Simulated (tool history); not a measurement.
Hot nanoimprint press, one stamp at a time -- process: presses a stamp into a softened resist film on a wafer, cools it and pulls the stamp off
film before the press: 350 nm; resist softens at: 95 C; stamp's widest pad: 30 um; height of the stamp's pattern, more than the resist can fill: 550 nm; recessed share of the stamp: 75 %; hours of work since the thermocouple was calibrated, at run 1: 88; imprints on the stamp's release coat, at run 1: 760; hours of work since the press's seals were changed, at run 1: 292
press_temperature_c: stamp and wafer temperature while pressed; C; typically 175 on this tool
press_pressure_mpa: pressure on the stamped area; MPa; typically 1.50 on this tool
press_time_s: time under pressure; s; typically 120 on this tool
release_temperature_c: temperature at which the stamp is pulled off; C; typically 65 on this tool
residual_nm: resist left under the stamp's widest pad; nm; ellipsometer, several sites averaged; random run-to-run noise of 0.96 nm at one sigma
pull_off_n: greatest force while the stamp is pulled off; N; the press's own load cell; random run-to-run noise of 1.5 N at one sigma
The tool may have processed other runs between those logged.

run,hour,press_temperature_c,press_pressure_mpa,press_time_s,release_temperature_c,hours of work since the thermocouple was calibrated,imprints on the stamp's release coat,hours of work since the press's seals were changed,residual_nm,pull_off_n
1,0.0,175,1.50,120,65,88,760,292,142.1,97
2,21.6,175,1.50,120,65,97,826,302,142.7,99
3,36.9,175,1.50,120,65,104,872,308,144.0,102
4,60.8,175,1.50,120,65,115,944,319,141.1,100
5,91.0,175,1.50,120,65,128,1036,332,143.0,103
6,119.1,175,1.50,120,65,140,1121,345,144.8,106
7,133.2,180,1.50,120,65,146,1164,351,116.5,103
8,160.3,175,1.50,120,57,158,1246,363,144.8,130
9,188.2,175,1.50,120,57,171,1331,375,145.2,131
10,215.9,175,1.50,120,57,183,1415,387,146.5,130
11,244.0,177,1.50,120,65,195,1500,400,134.3,107
12,262.7,175,1.50,120,65,203,1557,408,145.9,110
13,293.7,175,1.50,120,65,217,1651,421,146.9,111
14,309.0,175,1.50,120,65,224,1697,428,147.1,111
15,334.4,175,1.50,120,70,235,1774,439,148.6,98
16,351.5,175,1.50,70,70,242,1826,447,180.8,95
17,380.0,175,1.50,149,55,255,1912,459,138.3,145
18,400.6,175,1.50,75,55,264,1975,469,175.7,143
19,430.2,164,1.02,120,63,277,2064,482,262.9,121
20,461.3,169,1.50,218,65,291,2159,495,157.3,114
21,492.2,176,1.06,123,58,304,2252,509,165.2,139
22,517.7,176,1.60,123,71,316,2330,520,137.6,96
# hour 541.2: stamp cleaned and given a new release coat
23,542.0,176,1.60,123,64,324,2,528,140.2,100
24,560.2,184,1.07,86,70,332,57,536,136.9,82
25,583.7,184,1.07,86,70,342,129,546,137.2,85
26,598.9,184,1.07,86,70,349,175,553,137.1,85
27,627.8,174,1.07,229,69,361,262,566,143.8,85
28,657.4,174,1.07,229,69,374,352,579,145.5,91
29,674.6,174,1.07,229,69,382,404,586,144.4,88
30,705.3,174,1.07,229,52,396,497,600,144.9,132
31,725.5,166,2.19,111,69,404,558,609,201.3,90

The logged runs with the hidden state left out (each run's random variation unchanged):
Unlogged tool condition in this case: true temperature over the reading, C; pressure that arrives at the usual setting, %; grip of the stamp's worn release coat, % over a new coat's; drift of the gauge itself on residual_nm, %; drift of the gauge itself on pull_off_n, %.
run,residual_nm,pull_off_n
1,137.0,89
2,137.3,91
3,138.3,93
4,135.2,91
5,136.7,92
6,138.0,94
7,110.8,91
8,137.4,115
9,137.4,114
10,138.2,113
11,126.3,91
12,137.0,93
13,137.4,93
14,137.4,93
15,138.5,81
16,169.2,78
17,128.1,120
18,163.6,118
19,250.0,98
20,143.9,91
21,152.9,111
22,125.5,75
23,127.5,96
24,126.3,77
25,126.2,80
26,126.1,79
27,130.4,79
28,131.6,83
29,130.4,80
30,130.3,122
31,179.2,81

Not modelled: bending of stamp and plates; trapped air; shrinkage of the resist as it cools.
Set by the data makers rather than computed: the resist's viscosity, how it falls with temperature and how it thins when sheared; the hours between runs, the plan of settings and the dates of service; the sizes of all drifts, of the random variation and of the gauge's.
